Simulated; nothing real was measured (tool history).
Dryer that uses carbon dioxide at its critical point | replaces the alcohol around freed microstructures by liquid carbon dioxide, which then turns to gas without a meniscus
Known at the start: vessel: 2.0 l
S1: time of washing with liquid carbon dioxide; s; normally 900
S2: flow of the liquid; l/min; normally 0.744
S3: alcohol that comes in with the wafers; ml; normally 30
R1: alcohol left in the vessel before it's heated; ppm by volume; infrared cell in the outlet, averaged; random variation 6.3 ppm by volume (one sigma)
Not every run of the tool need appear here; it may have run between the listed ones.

run 1 hour=0.0 | S1=900 S2=0.744 S3=30 | R1=340
run 2 hour=27.4 | S1=900 S2=0.744 S3=30 | R1=339
run 3 hour=61.3 | S1=900 S2=0.744 S3=30 | R1=362
run 4 hour=82.1 | S1=900 S2=0.744 S3=30 | R1=352
run 5 hour=100.2 | S1=900 S2=0.744 S3=30 | R1=347
run 6 hour=125.3 | S1=900 S2=0.744 S3=30 | R1=375
run 7 hour=166.2 | S1=900 S2=0.744 S3=30 | R1=366
run 8 hour=196.2 | S1=900 S2=0.744 S3=30 | R1=385
run 9 hour=225.0 | S1=960 S2=0.567 S3=64 | R1=1559
run 10 hour=253.1 | S1=960 S2=0.716 S3=64 | R1=722
run 11 hour=281.7 | S1=720 S2=0.852 S3=49 | R1=833
run 12 hour=313.2 | S1=720 S2=0.852 S3=49 | R1=866
run 13 hour=350.0 | S1=720 S2=1.082 S3=46 | R1=334
run 14 hour=377.1 | S1=1380 S2=0.744 S3=30 | R1=92
run 15 hour=405.9 | S1=1380 S2=0.744 S3=30 | R1=103

What if the next run were any one of these 5? Each begins from the tool's condition after run 15:
run A hour=436.8 | S1=960 S2=0.744 S3=30 | R1=?
run B hour=436.8 | S1=960 S2=0.448 S3=77 | R1=?
run C hour=436.8 | S1=1080 S2=0.744 S3=21 | R1=?
run D hour=436.8 | S1=1380 S2=0.744 S3=34 | R1=?
run E hour=436.8 | S1=600 S2=1.109 S3=23 | R1=?

run=A R1=369
run=B R1=3965
run=C R1=181
run=D R1=109
run=E R1=353
The same runs, with their run-to-run variation unchanged, on a tool lacking any hidden condition would have given:
run=A R1=206
run=B R1=2931
run=C R1=84
run=D R1=37
run=E R1=201

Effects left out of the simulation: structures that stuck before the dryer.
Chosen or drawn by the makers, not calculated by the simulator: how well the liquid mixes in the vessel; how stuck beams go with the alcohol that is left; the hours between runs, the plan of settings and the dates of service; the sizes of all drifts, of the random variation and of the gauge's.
